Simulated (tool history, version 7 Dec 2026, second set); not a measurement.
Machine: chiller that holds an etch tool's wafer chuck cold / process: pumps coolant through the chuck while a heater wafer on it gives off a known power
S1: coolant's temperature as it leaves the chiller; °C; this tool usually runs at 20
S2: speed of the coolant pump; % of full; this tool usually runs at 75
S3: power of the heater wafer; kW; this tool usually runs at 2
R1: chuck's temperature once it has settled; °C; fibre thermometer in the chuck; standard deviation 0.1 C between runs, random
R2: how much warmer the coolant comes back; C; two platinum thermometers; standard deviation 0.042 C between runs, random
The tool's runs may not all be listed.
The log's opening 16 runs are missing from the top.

| run | day | S1 | S2 | S3 | R1 | R2 |
|---|---|---|---|---|---|---|
| 17 | 86.388 | 20 | 75 | 2 | 36.6 | 10.32 |
| 18 | 93.292 | 20 | 72 | 1.877 | 36.1 | 10.17 |
| 19 | 97.792 | 22 | 70 | 2.673 | 45.5 | 14.91 |
| 20 | 101.442 | 22 | 87 | 1.491 | 33 | 6.55 |
| 21 | 105.675 | 22 | 87 | 1.491 | 32.7 | 6.54 |
| 22 | 112.746 | 29 | 71 | 1.289 | 40.5 | 7.1 |
| 23 | 119.8 | 16 | 88 | 1.172 | 24.8 | 5.1 |
| 24 | 126.438 | 16 | 81 | 2.155 | 33.3 | 10.37 |
| 25 | 132.242 | 16 | 81 | 2.155 | 33.4 | 10.31 |
| 26 | 139.838 | 18 | 71 | 1.225 | 29.4 | 6.88 |
| 27 | 144.671 | 21 | 92 | 2.005 | 35.8 | 8.44 |
| 28 | 147.808 | 15 | 93 | 1.72 | 27.8 | 7.11 |
| 29 | 151.138 | 14 | 91 | 1.864 | 27.9 | 7.91 |
| 30 | 157.004 | 24 | 64 | 2.242 | 46.7 | 14.11 |
| 31 | 163.812 | 20 | 96 | 2 | 34.7 | 8.07 |

3 options for the next run, each taken on its own from the tool as it stands now. Forecast them:
|  | 166.088 | coolant pump overhauled |
| A | 168.875 | 20 | 78 | 1.04 | ? | ? |
|  | 166.088 | coolant pump overhauled |
| B | 168.875 | 16 | 70 | 1.002 | ? | ? |
|  | 166.088 | coolant pump overhauled |
| C | 168.875 | 10 | 96 | 2 | ? | ? |

| run | R1 | R2 |
|---|---|---|
| A | 28.9 | 4.81 |
| B | 25.3 | 5.36 |
| C | 23.7 | 7.44 |
Without the tool's hidden state the same runs would have given:
| run | R1 | R2 |
|---|---|---|
| A | 27.7 | 4.82 |
| B | 24.1 | 5.37 |
| C | 22.3 | 7.45 |
